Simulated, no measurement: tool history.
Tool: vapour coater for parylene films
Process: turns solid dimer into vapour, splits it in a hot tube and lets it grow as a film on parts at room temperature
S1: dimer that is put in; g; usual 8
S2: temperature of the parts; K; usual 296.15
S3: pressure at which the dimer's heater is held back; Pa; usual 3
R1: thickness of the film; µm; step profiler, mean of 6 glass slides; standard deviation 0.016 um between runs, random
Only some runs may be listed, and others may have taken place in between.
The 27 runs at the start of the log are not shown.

{"run": 28, "day": 50.475, "S1": 8, "S2": 296.15, "S3": 4.28, "R1": 3.79}
{"run": 29, "day": 51.854, "S1": 8, "S2": 296.15, "S3": 4.28, "R1": 3.79}
{"run": 30, "day": 53.025, "S1": 5, "S2": 290.15, "S3": 3.81, "R1": 3.19}
{"run": 31, "day": 54.221, "S1": 5, "S2": 290.15, "S3": 3.81, "R1": 3.19}
{"run": 32, "day": 56.462, "S1": 8, "S2": 290.15, "S3": 2.52, "R1": 5.57}
{"run": 33, "day": 58.583, "S1": 8, "S2": 290.15, "S3": 2.52, "R1": 5.57}
{"run": 34, "day": 59.646, "S1": 3, "S2": 296.15, "S3": 3, "R1": 1.55}
{"run": 35, "day": 60.971, "S1": 3, "S2": 296.15, "S3": 3, "R1": 1.55}
{"run": 36, "day": 62.379, "S1": 8, "S2": 295.15, "S3": 7.73, "R1": 3.5}
{"run": 37, "day": 63.775, "S1": 8, "S2": 295.15, "S3": 7.73, "R1": 3.49}
{"run": 38, "day": 65.425, "S1": 8, "S2": 295.15, "S3": 7.73, "R1": 3.52}
{"run": 39, "day": 67.533, "S1": 6, "S2": 298.15, "S3": 7.58, "R1": 2.3}
{"day": 67.962, "done": "trap's valve overhauled"}
{"run": 40, "day": 69.658, "S1": 6, "S2": 298.15, "S3": 3.46, "R1": 2.73}
{"run": 41, "day": 72.0, "S1": 9, "S2": 301.15, "S3": 3.2, "R1": 3.63}
{"run": 42, "day": 73.162, "S1": 7, "S2": 288.15, "S3": 2.56, "R1": 5.22}
{"run": 43, "day": 74.433, "S1": 7, "S2": 288.15, "S3": 7.01, "R1": 4.33}
{"run": 44, "day": 76.838, "S1": 4, "S2": 294.15, "S3": 5.41, "R1": 1.97}

Predict each of these 3 candidate next runs independently; none follows another, all start after run 44:
{"run": "A", "day": 78.262, "S1": 11, "S2": 290.15, "S3": 6.28, "R1": "?"}
{"run": "B", "day": 78.262, "S1": 6, "S2": 294.15, "S3": 9.02, "R1": "?"}
{"run": "C", "day": 78.262, "S1": 8, "S2": 296.15, "S3": 4.68, "R1": "?"}

run=A R1=6.34
run=B R1=2.68
run=C R1=3.74
What these runs would have given with no unlogged condition in the tool:
run=A R1=6.34
run=B R1=2.68
run=C R1=3.74
